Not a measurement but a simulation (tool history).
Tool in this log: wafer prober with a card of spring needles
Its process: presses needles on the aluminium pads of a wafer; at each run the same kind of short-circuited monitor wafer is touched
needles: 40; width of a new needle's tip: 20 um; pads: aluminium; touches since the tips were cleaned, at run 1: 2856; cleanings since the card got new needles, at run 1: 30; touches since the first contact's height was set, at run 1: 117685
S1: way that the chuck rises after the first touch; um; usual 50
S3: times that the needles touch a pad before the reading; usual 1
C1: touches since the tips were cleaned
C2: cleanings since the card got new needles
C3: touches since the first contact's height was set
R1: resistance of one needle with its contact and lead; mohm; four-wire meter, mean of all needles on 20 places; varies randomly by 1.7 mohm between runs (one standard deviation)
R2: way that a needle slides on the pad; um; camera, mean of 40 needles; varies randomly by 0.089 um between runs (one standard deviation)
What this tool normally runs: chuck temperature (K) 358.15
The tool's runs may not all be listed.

run 1 hour=0.0 | S1=50 chuck_temperature_(K)=358.15 S3=1 | C1=2856 C2=30 C3=117685 | R1=176 R2=9.81
-- hour=2.2 tips cleaned on abrasive film
run 2 hour=8.4 | S1=50 chuck_temperature_(K)=358.15 S3=1 | C1=2222 C2=31 C3=120639 | R1=174 R2=9.88
-- hour=11.7 tips cleaned on abrasive film
run 3 hour=17.4 | S1=50 chuck_temperature_(K)=358.15 S3=1 | C1=2051 C2=32 C3=123815 | R1=178 R2=9.70
-- hour=21.5 tips cleaned on abrasive film
run 4 hour=26.6 | S1=50 chuck_temperature_(K)=358.15 S3=1 | C1=1819 C2=33 C3=127062 | R1=178 R2=9.87
-- hour=31.4 tips cleaned on abrasive film
run 5 hour=33.7 | S1=50 chuck_temperature_(K)=358.15 S3=1 | C1=828 C2=34 C3=129544 | R1=179 R2=9.89
-- hour=38.6 height of the first contact set anew
run 6 hour=39.2 | S1=50 chuck_temperature_(K)=358.15 S3=2 | C1=2670 C2=34 C3=195 | R1=177 R2=9.80
-- hour=41.5 tips cleaned on abrasive film
run 7 hour=48.6 | S1=50 chuck_temperature_(K)=358.15 S3=2 | C1=2521 C2=35 C3=3514 | R1=176 R2=9.94
-- hour=51.7 tips cleaned on abrasive film
run 8 hour=59.3 | S1=50 chuck_temperature_(K)=358.15 S3=2 | C1=2685 C2=36 C3=7281 | R1=176 R2=9.72
-- hour=61.7 tips cleaned on abrasive film
run 9 hour=69.9 | S1=44 chuck_temperature_(K)=358.15 S3=2 | C1=2929 C2=37 C3=11043 | R1=179 R2=8.64
-- hour=71.3 tips cleaned on abrasive film
run 10 hour=77.2 | S1=56 chuck_temperature_(K)=358.15 S3=1 | C1=2108 C2=38 C3=13587 | R1=175 R2=11.00
-- hour=81.5 tips cleaned on abrasive film
run 11 hour=84.4 | S1=56 chuck_temperature_(K)=311.15 S3=1 | C1=1035 C2=39 C3=16127 | R1=167 R2=10.88
-- hour=91.5 tips cleaned on abrasive film
run 12 hour=92.3 | S1=56 chuck_temperature_(K)=311.15 S3=1 | C1=297 C2=40 C3=18916 | R1=164 R2=10.96
run 13 hour=100.8 | S1=56 chuck_temperature_(K)=311.15 S3=1 | C1=3293 C2=40 C3=21912 | R1=167 R2=10.77
-- hour=101.5 tips cleaned on abrasive film
run 14 hour=108.9 | S1=56 chuck_temperature_(K)=311.15 S3=1 | C1=2646 C2=41 C3=24772 | R1=165 R2=10.95
-- hour=111.2 tips cleaned on abrasive film
run 15 hour=115.7 | S1=56 chuck_temperature_(K)=311.15 S3=1 | C1=1608 C2=42 C3=27150 | R1=167 R2=10.78
-- hour=120.7 tips cleaned on abrasive film
run 16 hour=120.9 | S1=50 chuck_temperature_(K)=358.15 S3=1 | C1=88 C2=43 C3=28985 | R1=179 R2=9.70
-- hour=130.3 tips cleaned on abrasive film
run 17 hour=130.9 | S1=50 chuck_temperature_(K)=358.15 S3=1 | C1=231 C2=44 C3=32501 | R1=176 R2=9.79
run 18 hour=138.3 | S1=50 chuck_temperature_(K)=358.15 S3=1 | C1=2858 C2=44 C3=35128 | R1=175 R2=9.71
-- hour=140.6 tips cleaned on abrasive film
run 19 hour=145.4 | S1=45 chuck_temperature_(K)=315.15 S3=1 | C1=1731 C2=45 C3=37641 | R1=172 R2=8.92
-- hour=150.2 tips cleaned on abrasive film
run 20 hour=154.2 | S1=61 chuck_temperature_(K)=319.15 S3=1 | C1=1425 C2=46 C3=40736 | R1=169 R2=11.83
-- hour=159.8 tips cleaned on abrasive film
run 21 hour=160.9 | S1=31 chuck_temperature_(K)=319.15 S3=2 | C1=412 C2=47 C3=43081 | R1=179 R2=6.11
-- hour=169.2 tips cleaned on abrasive film
run 22 hour=171.5 | S1=50 chuck_temperature_(K)=319.15 S3=3 | C1=824 C2=48 C3=46831 | R1=169 R2=9.91
-- hour=178.8 tips cleaned on abrasive film
run 23 hour=178.8 | S1=41 chuck_temperature_(K)=326.15 S3=2 | C1=0 C2=49 C3=49361 | R1=170 R2=8.05
run 24 hour=187.2 | S1=36 chuck_temperature_(K)=358.15 S3=1 | C1=3024 C2=49 C3=52385 | R1=181 R2=7.11
-- hour=188.2 tips cleaned on abrasive film
run 25 hour=191.8 | S1=36 chuck_temperature_(K)=358.15 S3=1 | C1=1288 C2=50 C3=53984 | R1=183 R2=6.87
-- hour=197.8 tips cleaned on abrasive film
run 26 hour=200.3 | S1=51 chuck_temperature_(K)=388.15 S3=2 | C1=890 C2=51 C3=56963 | R1=179 R2=9.86
run 27 hour=205.9 | S1=51 chuck_temperature_(K)=388.15 S3=2 | C1=2900 C2=51 C3=58973 | R1=181 R2=10.01
-- hour=207.3 tips cleaned on abrasive film
run 28 hour=211.7 | S1=31 chuck_temperature_(K)=316.15 S3=2 | C1=1564 C2=52 C3=60996 | R1=179 R2=5.93
run 29 hour=216.6 | S1=68 chuck_temperature_(K)=316.15 S3=1 | C1=3302 C2=52 C3=62734 | R1=166 R2=13.25
-- hour=217.3 tips cleaned on abrasive film
run 30 hour=226.1 | S1=32 chuck_temperature_(K)=358.15 S3=1 | C1=3110 C2=53 C3=66066 | R1=184 R2=6.24
-- hour=227.1 tips cleaned on abrasive film
run 31 hour=233.4 | S1=32 chuck_temperature_(K)=303.15 S3=2 | C1=2263 C2=54 C3=68654 | R1=176 R2=6.27
-- hour=236.7 tips cleaned on abrasive film
run 32 hour=243.8 | S1=37 chuck_temperature_(K)=317.15 S3=1 | C1=2512 C2=55 C3=72301 | R1=176 R2=7.18

What differs in the tool's unlogged condition from the final listed run ahead of each entry between runs to the first listed run following it?
After run 1, before run 2: tips cleaned on abrasive film (hour 2.2)
  both runs share identical hidden conditions
After run 2, before run 3: tips cleaned on abrasive film (hour 11.7)
  way that the needles fall short of the set height, um: 0 -> 0.01
After run 3, before run 4: tips cleaned on abrasive film (hour 21.5)
  both runs share identical hidden conditions
After run 4, before run 5: tips cleaned on abrasive film (hour 31.4)
  both runs share identical hidden conditions
After run 5, before run 6: height of the first contact set anew (hour 38.6)
  way that the needles fall short of the set height, um: 0.01 -> 0
After run 6, before run 7: tips cleaned on abrasive film (hour 41.5)
  both runs share identical hidden conditions
After run 7, before run 8: tips cleaned on abrasive film (hour 51.7)
  both runs share identical hidden conditions
After run 8, before run 9: tips cleaned on abrasive film (hour 61.7)
  both runs share identical hidden conditions
After run 9, before run 10: tips cleaned on abrasive film (hour 71.3)
  both runs share identical hidden conditions
After run 10, before run 11: tips cleaned on abrasive film (hour 81.5)
  both runs share identical hidden conditions
After run 11, before run 12: tips cleaned on abrasive film (hour 91.5)
  debris on the tips, nm: 0.1 -> 0
After run 13, before run 14: tips cleaned on abrasive film (hour 101.5)
  debris on the tips, nm: 0.2 -> 0.1
After run 14, before run 15: tips cleaned on abrasive film (hour 111.2)
  both runs share identical hidden conditions
After run 15, before run 16: tips cleaned on abrasive film (hour 120.7)
  debris on the tips, nm: 0.1 -> 0
After run 16, before run 17: tips cleaned on abrasive film (hour 130.3)
  both runs share identical hidden conditions
After run 18, before run 19: tips cleaned on abrasive film (hour 140.6)
  both runs share identical hidden conditions
After run 19, before run 20: tips cleaned on abrasive film (hour 150.2)
  both runs share identical hidden conditions
After run 20, before run 21: tips cleaned on abrasive film (hour 159.8)
  debris on the tips, nm: 0.1 -> 0
After run 21, before run 22: tips cleaned on abrasive film (hour 169.2)
  debris on the tips, nm: 0 -> 0.1
After run 22, before run 23: tips cleaned on abrasive film (hour 178.8)
  debris on the tips, nm: 0.1 -> 0
After run 24, before run 25: tips cleaned on abrasive film (hour 188.2)
  both runs share identical hidden conditions
After run 25, before run 26: tips cleaned on abrasive film (hour 197.8)
  both runs share identical hidden conditions
After run 27, before run 28: tips cleaned on abrasive film (hour 207.3)
  debris on the tips, nm: 0.2 -> 0.1
After run 29, before run 30: tips cleaned on abrasive film (hour 217.3)
  both runs share identical hidden conditions
After run 30, before run 31: tips cleaned on abrasive film (hour 227.1)
  debris on the tips, nm: 0.2 -> 0.1
After run 31, before run 32: tips cleaned on abrasive film (hour 236.7)
  both runs share identical hidden conditions
